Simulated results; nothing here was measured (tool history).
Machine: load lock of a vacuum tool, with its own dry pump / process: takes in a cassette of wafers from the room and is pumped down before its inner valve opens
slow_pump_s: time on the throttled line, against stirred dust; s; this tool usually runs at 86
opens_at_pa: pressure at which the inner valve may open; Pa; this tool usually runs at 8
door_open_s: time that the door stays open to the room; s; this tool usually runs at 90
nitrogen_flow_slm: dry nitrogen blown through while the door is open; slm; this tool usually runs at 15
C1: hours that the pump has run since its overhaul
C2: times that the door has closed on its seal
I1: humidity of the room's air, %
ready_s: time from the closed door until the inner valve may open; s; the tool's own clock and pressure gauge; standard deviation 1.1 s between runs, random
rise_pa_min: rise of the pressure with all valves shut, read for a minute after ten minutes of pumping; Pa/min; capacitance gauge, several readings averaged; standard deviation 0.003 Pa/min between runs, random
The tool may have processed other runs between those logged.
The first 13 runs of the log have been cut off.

{"run": 14, "day": 247.5, "slow_pump_s": 86, "opens_at_pa": 8, "door_open_s": 153, "nitrogen_flow_slm": 15, "C1": 2212, "C2": 20776, "I1": 41.4, "ready_s": 182.4, "rise_pa_min": 0.193}
{"run": 15, "day": 271.521, "slow_pump_s": 86, "opens_at_pa": 8, "door_open_s": 90, "nitrogen_flow_slm": 15, "C1": 2788, "C2": 23620, "I1": 44.7, "ready_s": 185.1, "rise_pa_min": 0.219}
{"run": 16, "day": 290.946, "slow_pump_s": 86, "opens_at_pa": 8, "door_open_s": 90, "nitrogen_flow_slm": 15, "C1": 3255, "C2": 25921, "I1": 43.4, "ready_s": 187.0, "rise_pa_min": 0.249}
{"run": 17, "day": 305.383, "slow_pump_s": 86, "opens_at_pa": 8, "door_open_s": 90, "nitrogen_flow_slm": 15, "C1": 3601, "C2": 27631, "I1": 47.8, "ready_s": 187.3, "rise_pa_min": 0.275}
{"run": 18, "day": 323.012, "slow_pump_s": 86, "opens_at_pa": 8, "door_open_s": 90, "nitrogen_flow_slm": 15, "C1": 4024, "C2": 29719, "I1": 45.2, "ready_s": 188.9, "rise_pa_min": 0.308}
{"run": 19, "day": 348.192, "slow_pump_s": 86, "opens_at_pa": 8, "door_open_s": 90, "nitrogen_flow_slm": 15, "C1": 4629, "C2": 32701, "I1": 47.1, "ready_s": 188.5, "rise_pa_min": 0.358}
{"run": 20, "day": 364.971, "slow_pump_s": 86, "opens_at_pa": 8, "door_open_s": 90, "nitrogen_flow_slm": 27, "C1": 5031, "C2": 34687, "I1": 43.5, "ready_s": 190.2, "rise_pa_min": 0.358}
{"run": 21, "day": 387.996, "slow_pump_s": 129, "opens_at_pa": 8, "door_open_s": 90, "nitrogen_flow_slm": 15, "C1": 5584, "C2": 37414, "I1": 42.1, "ready_s": 220.0, "rise_pa_min": 0.413}
{"run": 22, "day": 409.025, "slow_pump_s": 55, "opens_at_pa": 7, "door_open_s": 90, "nitrogen_flow_slm": 15, "C1": 6088, "C2": 39905, "I1": 45.8, "ready_s": 174.9, "rise_pa_min": 0.468}
{"run": 23, "day": 433.488, "slow_pump_s": 46, "opens_at_pa": 12, "door_open_s": 130, "nitrogen_flow_slm": 11, "C1": 6676, "C2": 42802, "I1": 44.9, "ready_s": 163.4, "rise_pa_min": 0.538}
{"run": 24, "day": 454.017, "slow_pump_s": 46, "opens_at_pa": 12, "door_open_s": 130, "nitrogen_flow_slm": 11, "C1": 7168, "C2": 45233, "I1": 44.1, "ready_s": 163.8, "rise_pa_min": 0.568}
{"run": 25, "day": 482.183, "slow_pump_s": 52, "opens_at_pa": 8, "door_open_s": 189, "nitrogen_flow_slm": 15, "C1": 7844, "C2": 48568, "I1": 48.2, "ready_s": 175.8, "rise_pa_min": 0.659}
{"run": 26, "day": 498.788, "slow_pump_s": 48, "opens_at_pa": 7, "door_open_s": 27, "nitrogen_flow_slm": 15, "C1": 8243, "C2": 50535, "I1": 44.4, "ready_s": 179.4, "rise_pa_min": 0.675}
{"day": 501.442, "done": "door's seal changed, seat wiped"}
{"run": 27, "day": 524.279, "slow_pump_s": 48, "opens_at_pa": 7, "door_open_s": 27, "nitrogen_flow_slm": 15, "C1": 8853, "C2": 2704, "I1": 44.1, "ready_s": 179.6, "rise_pa_min": 0.029}
{"run": 28, "day": 550.733, "slow_pump_s": 129, "opens_at_pa": 11, "door_open_s": 146, "nitrogen_flow_slm": 20, "C1": 9488, "C2": 5838, "I1": 44.5, "ready_s": 226.1, "rise_pa_min": 0.068}
{"day": 553.492, "done": "dry pump taken out, an overhauled one fitted"}
{"run": 29, "day": 577.525, "slow_pump_s": 135, "opens_at_pa": 11, "door_open_s": 146, "nitrogen_flow_slm": 20, "C1": 577, "C2": 8981, "I1": 44.8, "ready_s": 211.5, "rise_pa_min": 0.092}
{"run": 30, "day": 604.946, "slow_pump_s": 135, "opens_at_pa": 11, "door_open_s": 146, "nitrogen_flow_slm": 20, "C1": 1235, "C2": 12228, "I1": 44.4, "ready_s": 211.2, "rise_pa_min": 0.111}
{"run": 31, "day": 628.15, "slow_pump_s": 135, "opens_at_pa": 14, "door_open_s": 146, "nitrogen_flow_slm": 10, "C1": 1792, "C2": 14976, "I1": 46.0, "ready_s": 209.7, "rise_pa_min": 0.163}
{"run": 32, "day": 647.942, "slow_pump_s": 142, "opens_at_pa": 8, "door_open_s": 68, "nitrogen_flow_slm": 20, "C1": 2267, "C2": 17320, "I1": 45.3, "ready_s": 221.3, "rise_pa_min": 0.137}
{"run": 33, "day": 664.179, "slow_pump_s": 134, "opens_at_pa": 13, "door_open_s": 68, "nitrogen_flow_slm": 20, "C1": 2656, "C2": 19243, "I1": 46.2, "ready_s": 212.4, "rise_pa_min": 0.166}
{"run": 34, "day": 677.929, "slow_pump_s": 134, "opens_at_pa": 13, "door_open_s": 68, "nitrogen_flow_slm": 20, "C1": 2987, "C2": 20871, "I1": 43.7, "ready_s": 210.2, "rise_pa_min": 0.176}
{"run": 35, "day": 697.517, "slow_pump_s": 48, "opens_at_pa": 11, "door_open_s": 90, "nitrogen_flow_slm": 15, "C1": 3457, "C2": 23191, "I1": 47.4, "ready_s": 157.0, "rise_pa_min": 0.217}
{"run": 36, "day": 719.396, "slow_pump_s": 128, "opens_at_pa": 8, "door_open_s": 60, "nitrogen_flow_slm": 15, "C1": 3982, "C2": 25782, "I1": 45.2, "ready_s": 217.3, "rise_pa_min": 0.252}
{"run": 37, "day": 747.725, "slow_pump_s": 67, "opens_at_pa": 11, "door_open_s": 81, "nitrogen_flow_slm": 5, "C1": 4662, "C2": 29137, "I1": 44.0, "ready_s": 175.2, "rise_pa_min": 0.308}

What if the next run were any one of these 4? Each begins from the tool's condition after run 37:
{"run": "A", "day": 760.417, "slow_pump_s": 140, "opens_at_pa": 11, "door_open_s": 87, "nitrogen_flow_slm": 17, "C1": 4966, "C2": 30640, "I1": 45.5, "ready_s": "?", "rise_pa_min": "?"}
{"run": "B", "day": 760.417, "slow_pump_s": 67, "opens_at_pa": 11, "door_open_s": 219, "nitrogen_flow_slm": 36, "C1": 4966, "C2": 30640, "I1": 48.6, "ready_s": "?", "rise_pa_min": "?"}
{"run": "C", "day": 760.417, "slow_pump_s": 67, "opens_at_pa": 13, "door_open_s": 81, "nitrogen_flow_slm": 33, "C1": 4966, "C2": 30640, "I1": 45.3, "ready_s": "?", "rise_pa_min": "?"}
{"run": "D", "day": 760.417, "slow_pump_s": 48, "opens_at_pa": 7, "door_open_s": 90, "nitrogen_flow_slm": 15, "C1": 4966, "C2": 30640, "I1": 41.8, "ready_s": "?", "rise_pa_min": "?"}

run=A ready_s=220.3 rise_pa_min=0.314
run=B ready_s=175.3 rise_pa_min=0.318
run=C ready_s=173.2 rise_pa_min=0.295
run=D ready_s=168.6 rise_pa_min=0.308
The same runs, with their run-to-run variation unchanged, on a tool lacking any hidden condition would have given:
run=A ready_s=209.7 rise_pa_min=0.030
run=B ready_s=161.2 rise_pa_min=0.036
run=C ready_s=159.2 rise_pa_min=0.016
run=D ready_s=152.6 rise_pa_min=0.035
